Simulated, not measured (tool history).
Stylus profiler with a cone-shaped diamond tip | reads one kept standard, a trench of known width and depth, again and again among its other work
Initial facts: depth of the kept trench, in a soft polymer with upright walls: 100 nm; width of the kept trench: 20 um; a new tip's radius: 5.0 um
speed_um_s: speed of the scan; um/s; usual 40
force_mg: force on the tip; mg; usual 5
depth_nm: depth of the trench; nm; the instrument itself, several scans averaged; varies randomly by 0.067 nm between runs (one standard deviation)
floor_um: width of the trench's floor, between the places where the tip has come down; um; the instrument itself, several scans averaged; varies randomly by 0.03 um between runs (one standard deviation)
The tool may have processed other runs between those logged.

Run 1, hour 0: usual settings. Result: depth_nm 101.28 nm, floor_um 17.76 um.
Run 2, hour 33.2: usual settings. Result: depth_nm 101.2 nm, floor_um 17.7 um.
Run 3, hour 90.4: usual settings. Result: depth_nm 101.3 nm, floor_um 17.69 um.
Run 4, hour 143.4: usual settings. Result: depth_nm 101.38 nm, floor_um 17.72 um.
Run 5, hour 194.7: usual settings. Result: depth_nm 101.33 nm, floor_um 17.61 um.
Run 6, hour 236.9: usual settings. Result: depth_nm 101.19 nm, floor_um 17.59 um.
Run 7, hour 274: usual settings. Result: depth_nm 101.35 nm, floor_um 17.52 um.
Run 8, hour 341.1: usual settings. Result: depth_nm 101.26 nm, floor_um 17.51 um.
Run 9, hour 377: usual settings but speed_um_s 155 um/s. Result: depth_nm 101.2 nm, floor_um 16.97 um.
Run 10, hour 445: usual settings but speed_um_s 155 um/s. Result: depth_nm 101.2 nm, floor_um 16.86 um.
Run 11, hour 491.8: usual settings but speed_um_s 51 um/s. Result: depth_nm 101.28 nm, floor_um 17.35 um.
Run 12, hour 546.7: usual settings. Result: depth_nm 101.17 nm, floor_um 17.35 um.
Run 13, hour 600.3: usual settings. Result: depth_nm 101.23 nm, floor_um 17.33 um.
Run 14, hour 637.6: usual settings but force_mg 13.15 mg. Result: depth_nm 102.26 nm, floor_um 17.36 um.
At hour 643.1: height scale calibrated on a step standard.
Run 15, hour 679.3: usual settings but speed_um_s 50 um/s, force_mg 5.98 mg. Result: depth_nm 101.27 nm, floor_um 17.22 um.
Run 16, hour 708.9: usual settings but speed_um_s 50 um/s, force_mg 5.98 mg. Result: depth_nm 101.31 nm, floor_um 17.22 um.
Run 17, hour 740.1: usual settings but speed_um_s 50 um/s, force_mg 2.11 mg. Result: depth_nm 100.63 nm, floor_um 17.08 um.
Run 18, hour 768.8: usual settings but speed_um_s 76 um/s, force_mg 10.21 mg. Result: depth_nm 101.87 nm, floor_um 17.14 um.
Run 19, hour 799.8: usual settings but speed_um_s 28 um/s, force_mg 13.52 mg. Result: depth_nm 102.42 nm, floor_um 17.29 um.
Run 20, hour 838.3: usual settings but speed_um_s 111 um/s, force_mg 9.69 mg. Result: depth_nm 101.87 nm, floor_um 16.98 um.
Run 21, hour 875.4: usual settings but speed_um_s 59 um/s, force_mg 2.3 mg. Result: depth_nm 100.64 nm, floor_um 16.95 um.
Run 22, hour 910.9: usual settings but speed_um_s 12 um/s, force_mg 11.52 mg. Result: depth_nm 101.97 nm, floor_um 17.25 um.
Run 23, hour 969.8: usual settings but speed_um_s 34 um/s, force_mg 11.52 mg. Result: depth_nm 102.11 nm, floor_um 17.11 um.
Run 24, hour 999.3: usual settings but speed_um_s 51 um/s, force_mg 6.7 mg. Result: depth_nm 101.48 nm, floor_um 17.03 um.
At hour 1017.6: height scale calibrated on a step standard, once more.
Run 25, hour 1036.2: usual settings but speed_um_s 113 um/s, force_mg 3.68 mg. Result: depth_nm 101.05 nm, floor_um 16.64 um.

Branching from run 25: 5 alternative next runs. What would each branch give?
Run A, hour 1095.3: usual settings but speed_um_s 28 um/s, force_mg 2.15 mg. Result: depth_nm ?, floor_um ?.
Run B, hour 1095.3: usual settings but speed_um_s 104 um/s, force_mg 14.68 mg. Result: depth_nm ?, floor_um ?.
Run C, hour 1095.3: usual settings but speed_um_s 113 um/s, force_mg 3.32 mg. Result: depth_nm ?, floor_um ?.
Run D, hour 1095.3: usual settings but speed_um_s 152 um/s, force_mg 6.86 mg. Result: depth_nm ?, floor_um ?.
Run E, hour 1095.3: usual settings but speed_um_s 113 um/s, force_mg 3.34 mg. Result: depth_nm ?, floor_um ?.

run  depth_nm  floor_um
  A    100.73     16.97
  B    102.34     16.85
  C    101.02     16.55
  D    101.46     16.61
  E    100.83     16.55
Had the tool no hidden state, the same runs would have come out as:
run  depth_nm  floor_um
  A    100.77      17.8
  B    102.38     17.69
  C    101.05     17.38
  D     101.5     17.45
  E    100.87     17.39
